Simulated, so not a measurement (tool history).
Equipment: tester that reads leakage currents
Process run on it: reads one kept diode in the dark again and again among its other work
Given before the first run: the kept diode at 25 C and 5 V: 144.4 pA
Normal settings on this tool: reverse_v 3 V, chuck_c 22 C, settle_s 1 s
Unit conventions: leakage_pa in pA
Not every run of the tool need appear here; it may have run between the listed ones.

run 1 hour=0 | reverse_v=3 chuck_c=22 settle_s=1 | leakage_pa=92.27
run 2 hour=33.8 | reverse_v=3 chuck_c=22 settle_s=1 | leakage_pa=92.8
run 3 hour=80 | reverse_v=3 chuck_c=22 settle_s=1 | leakage_pa=92.55
run 4 hour=123 | reverse_v=3 chuck_c=22 settle_s=1 | leakage_pa=93.43
run 5 hour=172.2 | reverse_v=3 chuck_c=22 settle_s=1 | leakage_pa=93.6
run 6 hour=203.3 | reverse_v=3 chuck_c=22 settle_s=1 | leakage_pa=93.28
run 7 hour=261.9 | reverse_v=3 chuck_c=56 settle_s=1 | leakage_pa=892.9
run 8 hour=330.5 | reverse_v=3 chuck_c=22 settle_s=1 | leakage_pa=93.86
run 9 hour=377.9 | reverse_v=3 chuck_c=22 settle_s=1 | leakage_pa=94.26
run 10 hour=439.6 | reverse_v=3 chuck_c=22 settle_s=1 | leakage_pa=94.64
run 11 hour=474.3 | reverse_v=3 chuck_c=22 settle_s=1 | leakage_pa=95.11
run 12 hour=531.4 | reverse_v=3 chuck_c=22 settle_s=1 | leakage_pa=96.17
run 13 hour=579.9 | reverse_v=3 chuck_c=22 settle_s=1 | leakage_pa=96.76
run 14 hour=624.4 | reverse_v=3 chuck_c=22 settle_s=1 | leakage_pa=96.45
run 15 hour=694.5 | reverse_v=9.14 chuck_c=22 settle_s=1 | leakage_pa=168.56
run 16 hour=767.2 | reverse_v=9.14 chuck_c=22 settle_s=1 | leakage_pa=170.01
run 17 hour=816.1 | reverse_v=6.67 chuck_c=31 settle_s=8.2 | leakage_pa=269.9
run 18 hour=885.5 | reverse_v=4.39 chuck_c=31 settle_s=8.2 | leakage_pa=209.97
run 19 hour=922.7 | reverse_v=4.39 chuck_c=31 settle_s=8.2 | leakage_pa=211.92
run 20 hour=952.2 | reverse_v=4.39 chuck_c=25 settle_s=4.35 | leakage_pa=138.64
run 21 hour=1011.3 | reverse_v=4.39 chuck_c=25 settle_s=4.35 | leakage_pa=139.4
run 22 hour=1042.3 | reverse_v=4.39 chuck_c=25 settle_s=4.35 | leakage_pa=139.57
run 23 hour=1080.3 | reverse_v=2.1 chuck_c=20 settle_s=1.57 | leakage_pa=63.53
run 24 hour=1125.2 | reverse_v=16.86 chuck_c=42 settle_s=1 | leakage_pa=974.44
run 25 hour=1175.5 | reverse_v=3 chuck_c=51 settle_s=4.51 | leakage_pa=641.29
run 26 hour=1215.8 | reverse_v=3.59 chuck_c=22 settle_s=1 | leakage_pa=101.3
run 27 hour=1282.6 | reverse_v=3.59 chuck_c=22 settle_s=1 | leakage_pa=102.18
run 28 hour=1343.7 | reverse_v=3.59 chuck_c=22 settle_s=1 | leakage_pa=102.34
run 29 hour=1409.2 | reverse_v=1.8 chuck_c=35 settle_s=0.84 | leakage_pa=173.58
run 30 hour=1454.5 | reverse_v=1.8 chuck_c=35 settle_s=0.84 | leakage_pa=172.21
run 31 hour=1486.6 | reverse_v=18.69 chuck_c=22 settle_s=0.61 | leakage_pa=275.87
run 32 hour=1534.2 | reverse_v=3.34 chuck_c=22 settle_s=1 | leakage_pa=99.84

Missing from the log above: 2 entries noted between runs. For each, name the pair of listed runs it sits between and say how the tool's hidden condition differs from the listed run just before to the listed run just after:
Logged between run 11 and run 12: chuck's temperature calibrated (hour 489.4)
  stray current of the dirty probe card, pA a volt: 0.292 -> 0.306; current scale over the true one, %: 0.4 -> 0.41; true chuck temperature over the reading, C: 1.09 -> 1.24
  measured minus no-state result, leakage_pa: +8.42 -> +9.58 pA
Logged between run 14 and run 15: chuck's temperature calibrated, once more (hour 653)
  stray current of the dirty probe card, pA a volt: 0.329 -> 0.347; current scale over the true one, %: 0.43 -> 0.44; true chuck temperature over the reading, C: 1.31 -> 0.04
  measured minus no-state result, leakage_pa: +10.11 -> +4.22 pA

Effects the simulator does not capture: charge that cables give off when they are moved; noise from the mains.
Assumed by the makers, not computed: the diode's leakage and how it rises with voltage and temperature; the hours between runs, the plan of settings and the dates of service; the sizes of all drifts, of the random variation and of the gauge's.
